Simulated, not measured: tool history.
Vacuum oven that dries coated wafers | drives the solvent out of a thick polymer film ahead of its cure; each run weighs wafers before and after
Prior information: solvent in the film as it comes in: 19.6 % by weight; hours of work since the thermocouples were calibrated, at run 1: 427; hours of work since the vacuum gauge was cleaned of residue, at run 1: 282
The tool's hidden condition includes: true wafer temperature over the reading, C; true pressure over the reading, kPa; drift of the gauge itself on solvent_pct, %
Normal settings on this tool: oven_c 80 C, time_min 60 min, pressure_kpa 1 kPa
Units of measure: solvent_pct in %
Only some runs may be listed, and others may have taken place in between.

| run | day | oven_c | time_min | pressure_kpa | hours of work since the thermocouples were calibrated | hours of work since the vacuum gauge was cleaned of residue | solvent_pct |
|---|---|---|---|---|---|---|---|
| 1 | 0 | 80 | 60 | 1 | 427 | 282 | 2.19 |
| 2 | 0.896 | 80 | 60 | 1 | 438 | 292 | 2.1 |
| 3 | 2.104 | 80 | 60 | 1 | 452 | 306 | 2.17 |
| 4 | 3.338 | 80 | 60 | 1 | 466 | 320 | 2.11 |
| 5 | 3.979 | 84 | 60 | 1 | 474 | 328 | 1.37 |
| 6 | 5.183 | 84 | 60 | 1 | 488 | 342 | 1.35 |
| 7 | 5.933 | 84 | 60 | 1 | 496 | 351 | 1.36 |
| 8 | 6.617 | 80 | 60 | 1 | 504 | 359 | 2.15 |
| 9 | 7.688 | 80 | 60 | 1 | 517 | 371 | 2.16 |
| 10 | 8.662 | 80 | 60 | 1 | 528 | 382 | 2.12 |
| 11 | 9.75 | 80 | 60 | 1 | 541 | 395 | 2.11 |
| 12 | 10.604 | 66 | 48 | 1 | 551 | 405 | 7.5 |
| 13 | 11.612 | 80 | 43 | 3.6 | 563 | 417 | 4.34 |
| 14 | 12.225 | 80 | 43 | 3.6 | 570 | 424 | 4.27 |
| 15 | 12.829 | 80 | 49 | 1.94 | 577 | 431 | 3.25 |

What will run 16 give?
| 16 | 13.358 | 67 | 95 | 1.36 | 583 | 437 | ? |

solvent_pct: 3.62 %
On a tool with no hidden condition, and with the same random variation, this run would have come out at solvent_pct 3.93 %.
